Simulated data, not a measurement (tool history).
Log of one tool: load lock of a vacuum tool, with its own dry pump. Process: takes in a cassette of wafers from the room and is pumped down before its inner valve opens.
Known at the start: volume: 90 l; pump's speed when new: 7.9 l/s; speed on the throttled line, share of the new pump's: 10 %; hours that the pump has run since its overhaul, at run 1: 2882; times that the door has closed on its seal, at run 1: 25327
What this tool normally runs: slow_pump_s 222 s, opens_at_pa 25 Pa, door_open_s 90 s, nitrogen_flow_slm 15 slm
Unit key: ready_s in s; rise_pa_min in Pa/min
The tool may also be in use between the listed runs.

| run | hour | slow_pump_s | opens_at_pa | door_open_s | nitrogen_flow_slm | hours that the pump has run since its overhaul | times that the door has closed on its seal | incoming humidity of the room's air, % | ready_s | rise_pa_min |
|---|---|---|---|---|---|---|---|---|---|---|
| 1 | 0.0 | 222 | 25 | 90 | 15 | 2882 | 25327 | 46.8 | 298.4 | 0.483 |
| 2 | 123.4 | 118 | 25 | 90 | 15 | 3006 | 25693 | 45.1 | 206.3 | 0.501 |
| 3 | 182.0 | 222 | 34 | 90 | 15 | 3064 | 25867 | 42.9 | 296.0 | 0.495 |
| 4 | 307.5 | 222 | 34 | 90 | 15 | 3190 | 26240 | 45.4 | 297.2 | 0.520 |
| 5 | 375.1 | 222 | 34 | 90 | 15 | 3258 | 26441 | 43.9 | 297.8 | 0.520 |
| 6 | 480.5 | 222 | 34 | 90 | 15 | 3363 | 26754 | 43.8 | 297.9 | 0.538 |
| 7 | 542.5 | 222 | 39 | 90 | 15 | 3425 | 26938 | 46.5 | 295.1 | 0.540 |
| 8 | 606.0 | 222 | 39 | 90 | 15 | 3488 | 27127 | 43.6 | 295.7 | 0.537 |
| 9 | 673.9 | 222 | 25 | 90 | 15 | 3556 | 27328 | 42.6 | 302.2 | 0.550 |
| 10 | 774.9 | 222 | 25 | 90 | 16 | 3657 | 27628 | 45.9 | 301.0 | 0.554 |
| 11 | 835.2 | 222 | 25 | 90 | 5 | 3718 | 27808 | 46.9 | 301.4 | 0.591 |
| 12 | 932.8 | 222 | 25 | 90 | 15 | 3815 | 28097 | 44.6 | 301.7 | 0.580 |
| 13 | 1048.0 | 222 | 25 | 90 | 15 | 3930 | 28440 | 46.2 | 301.9 | 0.576 |
| 14 | 1105.0 | 222 | 27 | 90 | 15 | 3987 | 28609 | 42.2 | 301.2 | 0.589 |
| 15 | 1218.2 | 118 | 27 | 90 | 15 | 4101 | 28945 | 46.7 | 208.3 | 0.603 |
| 16 | 1327.7 | 118 | 27 | 90 | 15 | 4210 | 29270 | 48.9 | 208.7 | 0.615 |
|  | 1349.5 | door's seal changed, seat wiped |
| 17 | 1452.4 | 222 | 25 | 206 | 15 | 4333 | 306 | 45.3 | 301.8 | 0.050 |
| 18 | 1565.0 | 222 | 25 | 90 | 15 | 4446 | 641 | 47.8 | 302.2 | 0.041 |
| 19 | 1646.5 | 222 | 25 | 90 | 15 | 4527 | 883 | 44.2 | 302.9 | 0.041 |
| 20 | 1755.9 | 222 | 25 | 119 | 15 | 4637 | 1208 | 45.3 | 303.2 | 0.048 |
| 21 | 1864.3 | 222 | 31 | 116 | 15 | 4745 | 1530 | 46.1 | 300.9 | 0.050 |
| 22 | 1934.3 | 235 | 25 | 45 | 15 | 4815 | 1738 | 44.0 | 314.5 | 0.036 |
| 23 | 2056.7 | 235 | 25 | 45 | 27 | 4938 | 2101 | 46.9 | 315.7 | 0.033 |
| 24 | 2126.9 | 235 | 30 | 45 | 27 | 5008 | 2310 | 41.8 | 313.6 | 0.024 |
| 25 | 2258.0 | 235 | 30 | 45 | 27 | 5139 | 2699 | 44.1 | 312.4 | 0.039 |
| 26 | 2369.9 | 204 | 30 | 180 | 27 | 5251 | 3031 | 43.1 | 286.8 | 0.053 |
| 27 | 2466.1 | 204 | 19 | 27 | 5 | 5347 | 3317 | 43.7 | 291.8 | 0.051 |
| 28 | 2596.5 | 186 | 30 | 112 | 13 | 5477 | 3704 | 45.9 | 268.8 | 0.070 |
| 29 | 2712.0 | 186 | 30 | 112 | 13 | 5593 | 4048 | 43.4 | 270.0 | 0.068 |
| 30 | 2783.5 | 186 | 40 | 112 | 6 | 5664 | 4260 | 43.9 | 265.3 | 0.084 |
| 31 | 2871.5 | 112 | 28 | 112 | 6 | 5752 | 4521 | 44.9 | 206.2 | 0.086 |
| 32 | 2956.8 | 112 | 28 | 112 | 6 | 5838 | 4775 | 40.8 | 206.4 | 0.089 |
| 33 | 3022.2 | 112 | 28 | 112 | 6 | 5903 | 4969 | 46.3 | 206.0 | 0.101 |
| 34 | 3101.1 | 126 | 25 | 90 | 11 | 5982 | 5203 | 43.1 | 219.8 | 0.084 |
| 35 | 3179.4 | 126 | 36 | 84 | 11 | 6060 | 5436 | 47.8 | 216.9 | 0.094 |
| 36 | 3240.0 | 281 | 20 | 71 | 10 | 6121 | 5616 | 47.6 | 361.5 | 0.087 |
| 37 | 3323.4 | 196 | 25 | 90 | 5 | 6204 | 5864 | 45.2 | 282.8 | 0.100 |
| 38 | 3425.4 | 196 | 25 | 90 | 5 | 6306 | 6166 | 47.6 | 283.6 | 0.112 |

A few steps of ready_s between consecutive runs. Split each: what settings, incoming material and random variation would produce without the hidden state, and what is left over for the hidden state, along with gauge scatter present in only one of the two compared results (measured, and without hidden state):
Hidden state present: pump's speed, % of a new pump's; leak at the door's seal, Pa l/s; drift of the gauge itself on ready_s, %; drift of the gauge itself on rise_pa_min, %.
Run 14 -> 15: slow_pump_s 222 -> 118. ready_s -92.9 s: hidden state +1.1, all else -94.0.
Run 16 -> 17: slow_pump_s 118 -> 222, opens_at_pa 27 -> 25, door_open_s 90 -> 206, door's seal changed, seat wiped. ready_s +93.1 s: hidden state -0.6, all else +93.7.
Run 26 -> 27: opens_at_pa 30 -> 19, door_open_s 180 -> 27, nitrogen_flow_slm 27 -> 5. ready_s +5.0 s: hidden state +1.0, all else +4.0.
Run 30 -> 31: slow_pump_s 186 -> 112, opens_at_pa 40 -> 28. ready_s -59.1 s: hidden state +1.5, all else -60.6.
Run 35 -> 36: slow_pump_s 126 -> 281, opens_at_pa 36 -> 20, door_open_s 84 -> 71, nitrogen_flow_slm 11 -> 10. ready_s +144.6 s: hidden state -1.0, all else +145.6.
